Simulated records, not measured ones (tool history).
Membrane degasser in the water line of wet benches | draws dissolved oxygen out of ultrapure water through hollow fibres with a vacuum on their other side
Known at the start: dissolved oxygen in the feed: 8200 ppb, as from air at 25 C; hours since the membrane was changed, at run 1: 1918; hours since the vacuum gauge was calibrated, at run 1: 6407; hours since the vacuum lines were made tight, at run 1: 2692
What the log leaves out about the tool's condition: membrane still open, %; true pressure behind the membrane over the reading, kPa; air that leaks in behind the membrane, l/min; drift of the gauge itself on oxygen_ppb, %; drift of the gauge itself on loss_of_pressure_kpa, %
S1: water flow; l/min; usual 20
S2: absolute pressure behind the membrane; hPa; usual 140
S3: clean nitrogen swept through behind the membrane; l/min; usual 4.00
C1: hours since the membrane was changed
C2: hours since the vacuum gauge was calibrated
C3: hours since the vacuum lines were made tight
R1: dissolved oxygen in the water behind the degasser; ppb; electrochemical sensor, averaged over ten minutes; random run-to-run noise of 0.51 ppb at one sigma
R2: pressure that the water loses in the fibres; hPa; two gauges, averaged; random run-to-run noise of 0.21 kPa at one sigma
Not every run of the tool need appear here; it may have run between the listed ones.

{"run": 1, "day": 0.0, "S1": 20, "S2": 140, "S3": 4.0, "C1": 1918, "C2": 6407, "C3": 2692, "R1": 133.5, "R2": 497.1}
{"run": 2, "day": 4.354, "S1": 30, "S2": 140, "S3": 4.0, "C1": 2022, "C2": 6511, "C3": 2796, "R1": 211.1, "R2": 736.1}
{"run": 3, "day": 9.783, "S1": 30, "S2": 140, "S3": 4.0, "C1": 2152, "C2": 6641, "C3": 2927, "R1": 212.3, "R2": 739.7}
{"run": 4, "day": 15.692, "S1": 30, "S2": 140, "S3": 4.0, "C1": 2294, "C2": 6783, "C3": 3069, "R1": 212.8, "R2": 738.7}
{"run": 5, "day": 23.921, "S1": 30, "S2": 174, "S3": 4.0, "C1": 2492, "C2": 6981, "C3": 3266, "R1": 269.2, "R2": 737.2}
{"day": 28.583, "done": "vacuum gauge calibrated"}
{"run": 6, "day": 28.583, "S1": 21, "S2": 174, "S3": 4.0, "C1": 2603, "C2": 0, "C3": 3377, "R1": 183.3, "R2": 516.5}
{"run": 7, "day": 35.4, "S1": 21, "S2": 174, "S3": 4.0, "C1": 2767, "C2": 164, "C3": 3541, "R1": 183.2, "R2": 509.2}
{"run": 8, "day": 44.475, "S1": 21, "S2": 174, "S3": 7.66, "C1": 2985, "C2": 381, "C3": 3759, "R1": 100.7, "R2": 510.5}
{"run": 9, "day": 51.942, "S1": 21, "S2": 174, "S3": 7.66, "C1": 3164, "C2": 561, "C3": 3938, "R1": 100.2, "R2": 510.6}
{"run": 10, "day": 56.7, "S1": 21, "S2": 174, "S3": 7.66, "C1": 3278, "C2": 675, "C3": 4052, "R1": 100.1, "R2": 512.4}
{"run": 11, "day": 65.942, "S1": 20, "S2": 140, "S3": 3.47, "C1": 3500, "C2": 897, "C3": 4274, "R1": 153.2, "R2": 486.1}
{"run": 12, "day": 76.471, "S1": 20, "S2": 140, "S3": 9.78, "C1": 3753, "C2": 1149, "C3": 4527, "R1": 58.7, "R2": 487.3}
{"run": 13, "day": 83.412, "S1": 20, "S2": 312, "S3": 4.0, "C1": 3919, "C2": 1316, "C3": 4693, "R1": 334.3, "R2": 484.5}
{"run": 14, "day": 89.967, "S1": 20, "S2": 140, "S3": 1.85, "C1": 4076, "C2": 1473, "C3": 4851, "R1": 269.3, "R2": 480.9}
{"run": 15, "day": 100.3, "S1": 20, "S2": 140, "S3": 1.85, "C1": 4324, "C2": 1721, "C3": 5099, "R1": 271.7, "R2": 479.1}
{"day": 105.629, "done": "seals of the vacuum lines changed"}
{"run": 16, "day": 106.208, "S1": 20, "S2": 140, "S3": 1.85, "C1": 4464, "C2": 1861, "C3": 14, "R1": 271.1, "R2": 483.5}
{"day": 111.758, "done": "gauge calibrated"}
{"run": 17, "day": 116.967, "S1": 20, "S2": 140, "S3": 9.68, "C1": 4722, "C2": 2119, "C3": 272, "R1": 59.4, "R2": 495.1}
{"run": 18, "day": 127.658, "S1": 18, "S2": 89, "S3": 7.35, "C1": 4979, "C2": 2376, "C3": 529, "R1": 36.8, "R2": 439.8}
{"run": 19, "day": 132.675, "S1": 31, "S2": 298, "S3": 4.0, "C1": 5099, "C2": 2496, "C3": 649, "R1": 491.6, "R2": 762.2}
{"run": 20, "day": 142.871, "S1": 13, "S2": 154, "S3": 4.0, "C1": 5344, "C2": 2741, "C3": 894, "R1": 96.8, "R2": 318.3}
{"run": 21, "day": 149.275, "S1": 20, "S2": 138, "S3": 6.17, "C1": 5498, "C2": 2895, "C3": 1047, "R1": 88.3, "R2": 488.2}
{"run": 22, "day": 158.638, "S1": 19, "S2": 286, "S3": 10.12, "C1": 5723, "C2": 3119, "C3": 1272, "R1": 120.3, "R2": 462.1}
{"run": 23, "day": 163.846, "S1": 13, "S2": 286, "S3": 10.12, "C1": 5848, "C2": 3244, "C3": 1397, "R1": 81.0, "R2": 315.1}
{"run": 24, "day": 170.15, "S1": 14, "S2": 91, "S3": 7.96, "C1": 5999, "C2": 3396, "C3": 1548, "R1": 26.6, "R2": 340.4}
{"run": 25, "day": 180.508, "S1": 16, "S2": 194, "S3": 12.0, "C1": 6247, "C2": 3644, "C3": 1797, "R1": 54.8, "R2": 387.0}
{"run": 26, "day": 186.154, "S1": 16, "S2": 194, "S3": 12.0, "C1": 6383, "C2": 3780, "C3": 1933, "R1": 55.2, "R2": 388.8}
{"run": 27, "day": 196.942, "S1": 16, "S2": 194, "S3": 12.0, "C1": 6642, "C2": 4039, "C3": 2191, "R1": 54.6, "R2": 386.3}
{"run": 28, "day": 206.742, "S1": 20, "S2": 253, "S3": 4.0, "C1": 6877, "C2": 4274, "C3": 2427, "R1": 266.9, "R2": 482.8}
{"run": 29, "day": 211.983, "S1": 20, "S2": 253, "S3": 4.0, "C1": 7003, "C2": 4400, "C3": 2552, "R1": 264.1, "R2": 479.1}
{"run": 30, "day": 222.292, "S1": 20, "S2": 253, "S3": 3.28, "C1": 7250, "C2": 4647, "C3": 2800, "R1": 317.2, "R2": 477.8}
{"run": 31, "day": 231.546, "S1": 20, "S2": 253, "S3": 3.28, "C1": 7472, "C2": 4869, "C3": 3022, "R1": 317.5, "R2": 478.3}
{"run": 32, "day": 241.283, "S1": 20, "S2": 253, "S3": 3.28, "C1": 7706, "C2": 5103, "C3": 3256, "R1": 318.6, "R2": 478.8}

Branching from run 32: 3 alternative next runs. What would each branch give?
{"run": "A", "day": 248.829, "S1": 20, "S2": 118, "S3": 4.0, "C1": 7887, "C2": 5284, "C3": 3437, "R1": "?", "R2": "?"}
{"run": "B", "day": 248.829, "S1": 20, "S2": 140, "S3": 9.03, "C1": 7887, "C2": 5284, "C3": 3437, "R1": "?", "R2": "?"}
{"run": "C", "day": 248.829, "S1": 14, "S2": 140, "S3": 5.29, "C1": 7887, "C2": 5284, "C3": 3437, "R1": "?", "R2": "?"}

run=A R1=107.9 R2=478.4
run=B R1=63.1 R2=474.2
run=C R1=71.2 R2=334.0
Take away the tool's hidden state, keep each run's random variation, and the runs would have read:
run=A R1=107.8 R2=495.6
run=B R1=63.1 R2=491.3
run=C R1=71.2 R2=346.0
